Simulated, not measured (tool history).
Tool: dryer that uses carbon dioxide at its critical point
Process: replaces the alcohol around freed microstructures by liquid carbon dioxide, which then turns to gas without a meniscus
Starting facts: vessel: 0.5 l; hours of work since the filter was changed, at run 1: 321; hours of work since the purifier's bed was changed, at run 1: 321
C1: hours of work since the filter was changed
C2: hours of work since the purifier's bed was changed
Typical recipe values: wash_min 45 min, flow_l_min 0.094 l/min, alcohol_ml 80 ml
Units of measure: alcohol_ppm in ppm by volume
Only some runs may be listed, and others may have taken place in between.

{"run": 1, "hour": 0.0, "wash_min": 45, "flow_l_min": 0.094, "alcohol_ml": 80, "C1": 321, "C2": 321, "alcohol_ppm": 468}
{"run": 2, "hour": 31.0, "wash_min": 45, "flow_l_min": 0.094, "alcohol_ml": 80, "C1": 342, "C2": 342, "alcohol_ppm": 505}
{"run": 3, "hour": 57.3, "wash_min": 45, "flow_l_min": 0.094, "alcohol_ml": 80, "C1": 360, "C2": 360, "alcohol_ppm": 530}
{"run": 4, "hour": 99.6, "wash_min": 32, "flow_l_min": 0.094, "alcohol_ml": 80, "C1": 389, "C2": 389, "alcohol_ppm": 2605}
{"run": 5, "hour": 135.6, "wash_min": 32, "flow_l_min": 0.094, "alcohol_ml": 32, "C1": 414, "C2": 414, "alcohol_ppm": 1171}
{"run": 6, "hour": 160.4, "wash_min": 32, "flow_l_min": 0.094, "alcohol_ml": 32, "C1": 431, "C2": 431, "alcohol_ppm": 1157}
{"hour": 190.2, "done": "inlet filter changed"}
{"run": 7, "hour": 205.8, "wash_min": 32, "flow_l_min": 0.094, "alcohol_ml": 32, "C1": 11, "C2": 462, "alcohol_ppm": 565}
{"run": 8, "hour": 227.7, "wash_min": 36, "flow_l_min": 0.094, "alcohol_ml": 80, "C1": 26, "C2": 477, "alcohol_ppm": 718}
{"run": 9, "hour": 251.1, "wash_min": 36, "flow_l_min": 0.094, "alcohol_ml": 80, "C1": 42, "C2": 493, "alcohol_ppm": 781}
{"run": 10, "hour": 290.3, "wash_min": 36, "flow_l_min": 0.094, "alcohol_ml": 80, "C1": 69, "C2": 520, "alcohol_ppm": 801}
{"run": 11, "hour": 335.4, "wash_min": 36, "flow_l_min": 0.094, "alcohol_ml": 80, "C1": 100, "C2": 551, "alcohol_ppm": 846}
{"run": 12, "hour": 379.8, "wash_min": 45, "flow_l_min": 0.0613, "alcohol_ml": 80, "C1": 131, "C2": 582, "alcohol_ppm": 2431}
{"run": 13, "hour": 402.9, "wash_min": 45, "flow_l_min": 0.0613, "alcohol_ml": 80, "C1": 146, "C2": 598, "alcohol_ppm": 2527}
{"run": 14, "hour": 434.3, "wash_min": 45, "flow_l_min": 0.0613, "alcohol_ml": 80, "C1": 168, "C2": 619, "alcohol_ppm": 2615}
{"run": 15, "hour": 477.1, "wash_min": 45, "flow_l_min": 0.0613, "alcohol_ml": 80, "C1": 197, "C2": 649, "alcohol_ppm": 2732}
{"run": 16, "hour": 522.9, "wash_min": 45, "flow_l_min": 0.0613, "alcohol_ml": 80, "C1": 229, "C2": 680, "alcohol_ppm": 2928}
{"run": 17, "hour": 562.8, "wash_min": 45, "flow_l_min": 0.0613, "alcohol_ml": 80, "C1": 256, "C2": 708, "alcohol_ppm": 3047}
{"run": 18, "hour": 584.2, "wash_min": 45, "flow_l_min": 0.0613, "alcohol_ml": 80, "C1": 271, "C2": 722, "alcohol_ppm": 3169}
{"run": 19, "hour": 626.5, "wash_min": 45, "flow_l_min": 0.0613, "alcohol_ml": 80, "C1": 300, "C2": 751, "alcohol_ppm": 3313}
{"run": 20, "hour": 675.9, "wash_min": 45, "flow_l_min": 0.0613, "alcohol_ml": 80, "C1": 334, "C2": 785, "alcohol_ppm": 3514}
{"run": 21, "hour": 707.5, "wash_min": 45, "flow_l_min": 0.0613, "alcohol_ml": 80, "C1": 356, "C2": 807, "alcohol_ppm": 3486}
{"run": 22, "hour": 738.4, "wash_min": 45, "flow_l_min": 0.094, "alcohol_ml": 80, "C1": 377, "C2": 828, "alcohol_ppm": 614}
{"run": 23, "hour": 778.1, "wash_min": 66, "flow_l_min": 0.0808, "alcohol_ml": 69, "C1": 405, "C2": 856, "alcohol_ppm": 336}
{"run": 24, "hour": 806.9, "wash_min": 45, "flow_l_min": 0.1057, "alcohol_ml": 63, "C1": 424, "C2": 876, "alcohol_ppm": 406}
{"hour": 847.9, "done": "inlet filter changed"}
{"run": 25, "hour": 852.9, "wash_min": 45, "flow_l_min": 0.1057, "alcohol_ml": 63, "C1": 3, "C2": 907, "alcohol_ppm": 308}
{"hour": 872.0, "done": "purifier's bed changed"}
{"run": 26, "hour": 887.1, "wash_min": 45, "flow_l_min": 0.1057, "alcohol_ml": 63, "C1": 25, "C2": 10, "alcohol_ppm": 61}
{"run": 27, "hour": 931.3, "wash_min": 66, "flow_l_min": 0.094, "alcohol_ml": 26, "C1": 55, "C2": 41, "alcohol_ppm": 20}
{"run": 28, "hour": 962.5, "wash_min": 30, "flow_l_min": 0.1437, "alcohol_ml": 32, "C1": 77, "C2": 62, "alcohol_ppm": 72}
{"run": 29, "hour": 1004.7, "wash_min": 35, "flow_l_min": 0.0988, "alcohol_ml": 60, "C1": 106, "C2": 91, "alcohol_ppm": 482}
{"run": 30, "hour": 1044.7, "wash_min": 35, "flow_l_min": 0.1057, "alcohol_ml": 81, "C1": 133, "C2": 119, "alcohol_ppm": 464}
{"run": 31, "hour": 1077.3, "wash_min": 71, "flow_l_min": 0.094, "alcohol_ml": 22, "C1": 156, "C2": 141, "alcohol_ppm": 42}
{"run": 32, "hour": 1117.3, "wash_min": 64, "flow_l_min": 0.0773, "alcohol_ml": 72, "C1": 183, "C2": 169, "alcohol_ppm": 116}
{"run": 33, "hour": 1164.7, "wash_min": 64, "flow_l_min": 0.0773, "alcohol_ml": 72, "C1": 216, "C2": 201, "alcohol_ppm": 126}
{"run": 34, "hour": 1200.0, "wash_min": 64, "flow_l_min": 0.0773, "alcohol_ml": 72, "C1": 240, "C2": 226, "alcohol_ppm": 148}
{"run": 35, "hour": 1237.4, "wash_min": 32, "flow_l_min": 0.0588, "alcohol_ml": 80, "C1": 266, "C2": 251, "alcohol_ppm": 10161}
{"run": 36, "hour": 1288.1, "wash_min": 32, "flow_l_min": 0.1592, "alcohol_ml": 67, "C1": 301, "C2": 286, "alcohol_ppm": 145}
{"run": 37, "hour": 1329.1, "wash_min": 45, "flow_l_min": 0.094, "alcohol_ml": 55, "C1": 329, "C2": 315, "alcohol_ppm": 309}
{"run": 38, "hour": 1353.6, "wash_min": 66, "flow_l_min": 0.094, "alcohol_ml": 98, "C1": 346, "C2": 331, "alcohol_ppm": 113}
{"run": 39, "hour": 1381.8, "wash_min": 66, "flow_l_min": 0.094, "alcohol_ml": 98, "C1": 365, "C2": 351, "alcohol_ppm": 137}
{"run": 40, "hour": 1403.0, "wash_min": 37, "flow_l_min": 0.0626, "alcohol_ml": 20, "C1": 380, "C2": 365, "alcohol_ppm": 1666}
{"run": 41, "hour": 1432.7, "wash_min": 37, "flow_l_min": 0.0626, "alcohol_ml": 20, "C1": 400, "C2": 386, "alcohol_ppm": 1709}
{"run": 42, "hour": 1471.4, "wash_min": 37, "flow_l_min": 0.0626, "alcohol_ml": 20, "C1": 427, "C2": 412, "alcohol_ppm": 1825}
{"run": 43, "hour": 1499.3, "wash_min": 37, "flow_l_min": 0.0626, "alcohol_ml": 20, "C1": 446, "C2": 432, "alcohol_ppm": 1807}

Below, some changes in alcohol_ppm between adjacent runs. For each, the amount present without the hidden state too (settings, incoming material, random variation) and the amount remaining for the hidden state with gauge scatter not shared by both compared results:
The hidden state here: flow that reaches the vessel past the clogged filter, %; alcohol in the recycled carbon dioxide, ppm; drift of the gauge itself on alcohol_ppm, %.
Run 21 -> 22: flow_l_min 0.0613 -> 0.094. alcohol_ppm -2872 ppm by volume: hidden state -1262, all else -1610.
Run 34 -> 35: wash_min 64 -> 32, flow_l_min 0.0773 -> 0.0588, alcohol_ml 72 -> 80. alcohol_ppm +10013 ppm by volume: hidden state +2736, all else +7277.
Run 35 -> 36: flow_l_min 0.0588 -> 0.1592, alcohol_ml 80 -> 67. alcohol_ppm -10016 ppm by volume: hidden state -2730, all else -7286.
